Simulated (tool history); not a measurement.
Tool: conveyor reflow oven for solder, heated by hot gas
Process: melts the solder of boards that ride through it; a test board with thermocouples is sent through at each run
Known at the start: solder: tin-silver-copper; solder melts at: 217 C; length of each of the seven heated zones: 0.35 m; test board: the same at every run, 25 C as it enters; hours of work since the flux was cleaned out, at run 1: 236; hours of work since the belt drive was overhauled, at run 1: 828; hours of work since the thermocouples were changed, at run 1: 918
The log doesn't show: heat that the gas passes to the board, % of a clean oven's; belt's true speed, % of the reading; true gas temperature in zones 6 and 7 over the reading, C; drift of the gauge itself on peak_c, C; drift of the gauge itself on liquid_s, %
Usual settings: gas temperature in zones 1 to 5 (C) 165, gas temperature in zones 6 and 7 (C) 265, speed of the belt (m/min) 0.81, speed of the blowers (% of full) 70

run,hour,gas temperature in zones 1 to 5 (C),gas temperature in zones 6 and 7 (C),speed of the belt (m/min),speed of the blowers (% of full),hours of work since the flux was cleaned out,hours of work since the belt drive was overhauled,hours of work since the thermocouples were changed,highest temperature of the board (C),time above the solder's melting point (s)
1,0,165,265,0.81,70,236,828,918,249.24,35.8
2,36.8,165,265,0.81,70,255,847,938,249.13,35.71
3,72.5,165,265,0.81,70,274,866,957,249.11,35.79
4,126.6,165,265,0.81,70,302,894,985,249.11,35.69
5,195.2,165,276,0.81,70,339,931,1021,258.71,40.25
# hour 206.1: flux residue cleaned out of gas plates and filters
6,253.3,151,265,0.81,54,25,959,1049,239.25,25.27
7,288.2,151,265,0.81,54,43,977,1068,239.32,25.26
8,333.8,152,262,0.938,86,67,1001,1092,240.98,23.56
9,405.4,165,256,0.81,73,105,1039,1130,240.51,30.15
# hour 413.5: thermocouples of zones 6 and 7 changed
10,446,165,256,0.81,73,126,1059,17,238.97,29.03

Forecast each of these 5 alternatives for the next run:
A,500.3,165,279,0.81,89,154,1088,46,?,?
B,500.3,165,256,0.918,89,154,1088,46,?,?
C,500.3,165,265,0.889,58,154,1088,46,?,?
D,500.3,165,256,0.894,57,154,1088,46,?,?
E,500.3,164,276,0.81,68,154,1088,46,?,?

run,highest temperature of the board (C),time above the solder's melting point (s)
A,262.69,42.31
B,238.21,24.96
C,238.51,24.52
D,230.53,17.63
E,254.72,38.01
Had the tool no hidden state, the same runs would have come out as:
run,highest temperature of the board (C),time above the solder's melting point (s)
A,266.27,43.11
B,241.84,27.68
C,241.42,26.55
D,233.26,20.25
E,257.86,39.1

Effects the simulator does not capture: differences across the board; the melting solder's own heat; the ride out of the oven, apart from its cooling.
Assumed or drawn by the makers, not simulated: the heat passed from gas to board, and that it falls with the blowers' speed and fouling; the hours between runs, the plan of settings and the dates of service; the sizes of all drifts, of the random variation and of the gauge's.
